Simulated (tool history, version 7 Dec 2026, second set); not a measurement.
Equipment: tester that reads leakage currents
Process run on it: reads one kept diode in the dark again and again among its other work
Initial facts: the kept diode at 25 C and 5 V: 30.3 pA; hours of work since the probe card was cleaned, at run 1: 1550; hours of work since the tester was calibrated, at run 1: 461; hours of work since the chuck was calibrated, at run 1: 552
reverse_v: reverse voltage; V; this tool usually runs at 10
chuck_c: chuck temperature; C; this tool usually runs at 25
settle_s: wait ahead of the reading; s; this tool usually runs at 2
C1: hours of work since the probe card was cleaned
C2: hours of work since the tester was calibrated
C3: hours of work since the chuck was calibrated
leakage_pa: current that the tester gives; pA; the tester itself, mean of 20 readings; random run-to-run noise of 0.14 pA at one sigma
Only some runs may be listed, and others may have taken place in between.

Run 1, hour 0: usual settings; C1 1550; C2 461; C3 552. Result: leakage_pa 45.04 pA.
Run 2, hour 42.2: usual settings; C1 1577; C2 488; C3 579. Result: leakage_pa 45.07 pA.
Run 3, hour 74.9: usual settings; C1 1598; C2 508; C3 600. Result: leakage_pa 44.93 pA.
Run 4, hour 130.7: usual settings; C1 1633; C2 544; C3 635. Result: leakage_pa 44.86 pA.
Run 5, hour 186.2: usual settings; C1 1669; C2 579; C3 670. Result: leakage_pa 44.54 pA.
Run 6, hour 238.6: usual settings; C1 1702; C2 613; C3 704. Result: leakage_pa 44.49 pA.
Run 7, hour 266: usual settings; C1 1719; C2 630; C3 721. Result: leakage_pa 44.56 pA.
Run 8, hour 294.7: usual settings; C1 1738; C2 648; C3 739. Result: leakage_pa 44.17 pA.
At hour 315.6: probe card cleaned and baked.
Run 9, hour 341.6: usual settings; C1 17; C2 676; C3 767. Result: leakage_pa 37.05 pA.
Run 10, hour 368.4: usual settings; C1 34; C2 693; C3 784. Result: leakage_pa 37.18 pA.
Run 11, hour 411.9: usual settings; C1 61; C2 721; C3 812. Result: leakage_pa 36.85 pA.
Run 12, hour 438.8: usual settings; C1 78; C2 738; C3 829. Result: leakage_pa 36.82 pA.
Run 13, hour 466: usual settings; C1 96; C2 755; C3 847. Result: leakage_pa 36.82 pA.
Run 14, hour 500: usual settings but settle_s 6.23 s; C1 117; C2 777; C3 868. Result: leakage_pa 36.16 pA.
Run 15, hour 555.7: usual settings but settle_s 6.23 s; C1 153; C2 813; C3 904. Result: leakage_pa 35.95 pA.
Run 16, hour 602.2: usual settings but settle_s 6.23 s; C1 182; C2 842; C3 933. Result: leakage_pa 35.91 pA.
Run 17, hour 654.1: usual settings but settle_s 6.23 s; C1 215; C2 875; C3 966. Result: leakage_pa 35.77 pA.
Run 18, hour 699.9: usual settings but settle_s 6.23 s; C1 245; C2 904; C3 995. Result: leakage_pa 35.62 pA.
Run 19, hour 751: usual settings; C1 277; C2 937; C3 1028. Result: leakage_pa 36.31 pA.
Run 20, hour 807.9: usual settings; C1 313; C2 973; C3 1064. Result: leakage_pa 36.25 pA.
Run 21, hour 846.9: usual settings; C1 338; C2 998; C3 1089. Result: leakage_pa 36.14 pA.
Run 22, hour 889.1: usual settings but reverse_v 15.2 V, chuck_c 26 C, settle_s 0.69 s; C1 365; C2 1025; C3 1116. Result: leakage_pa 52.02 pA.
At hour 902.7: chuck's temperature calibrated.
Run 23, hour 944.9: usual settings but reverse_v 3.6 V, chuck_c 49 C, settle_s 0.69 s; C1 399; C2 1059; C3 27. Result: leakage_pa 201.48 pA.
Run 24, hour 985.9: usual settings but chuck_c 44 C, settle_s 4.71 s; C1 425; C2 1085; C3 53. Result: leakage_pa 217.2 pA.
Run 25, hour 1040.3: usual settings but chuck_c 44 C, settle_s 4.71 s; C1 460; C2 1120; C3 88. Result: leakage_pa 217.21 pA.
Run 26, hour 1083.9: usual settings but chuck_c 44 C, settle_s 4.71 s; C1 488; C2 1148; C3 115. Result: leakage_pa 215.04 pA.
Run 27, hour 1121.4: usual settings but chuck_c 35 C, settle_s 0.7 s; C1 512; C2 1171; C3 139. Result: leakage_pa 105.08 pA.
Run 28, hour 1145.4: usual settings but reverse_v 1.2 V, chuck_c 35 C, settle_s 0.59 s; C1 527; C2 1187; C3 154. Result: leakage_pa 37.77 pA.
Run 29, hour 1200.1: usual settings but reverse_v 1.2 V, chuck_c 35 C, settle_s 0.59 s; C1 562; C2 1222; C3 189. Result: leakage_pa 37.58 pA.
Run 30, hour 1249: usual settings but reverse_v 1.2 V, chuck_c 35 C, settle_s 0.59 s; C1 593; C2 1253; C3 220. Result: leakage_pa 37.26 pA.
Run 31, hour 1299.8: usual settings but reverse_v 2 V, chuck_c 35 C, settle_s 2.6 s; C1 625; C2 1285; C3 253. Result: leakage_pa 46.71 pA.
Run 32, hour 1358.1: usual settings but settle_s 1.71 s; C1 662; C2 1322; C3 290. Result: leakage_pa 43.89 pA.
Run 33, hour 1411.4: usual settings but reverse_v 2.6 V, chuck_c 48 C, settle_s 0.53 s; C1 696; C2 1356; C3 324. Result: leakage_pa 153.46 pA.
Run 34, hour 1455.4: usual settings but reverse_v 2.6 V, chuck_c 48 C, settle_s 0.53 s; C1 724; C2 1384; C3 352. Result: leakage_pa 152.72 pA.
Run 35, hour 1480.7: usual settings but reverse_v 14.2 V, chuck_c 56 C, settle_s 0.53 s; C1 740; C2 1400; C3 368. Result: leakage_pa 629.67 pA.
Run 36, hour 1534: usual settings but reverse_v 9.8 V, chuck_c 23 C, settle_s 1.53 s; C1 774; C2 1434; C3 402. Result: leakage_pa 36.92 pA.
Run 37, hour 1566.8: usual settings but reverse_v 6.5 V, settle_s 9.4 s; C1 795; C2 1455; C3 423. Result: leakage_pa 34.25 pA.
Run 38, hour 1600.4: usual settings but reverse_v 6.5 V, settle_s 9.4 s; C1 816; C2 1476; C3 444. Result: leakage_pa 34.1 pA.

Forecast run 39:
Run 39, hour 1635.8: usual settings but reverse_v 8.8 V, chuck_c 38 C, settle_s 2.94 s; C1 839; C2 1499; C3 467. Result: leakage_pa ?.

Run 39 yielded leakage_pa 118.71 pA.
With no hidden state in the tool, this same run would have given leakage_pa 125.22 pA.
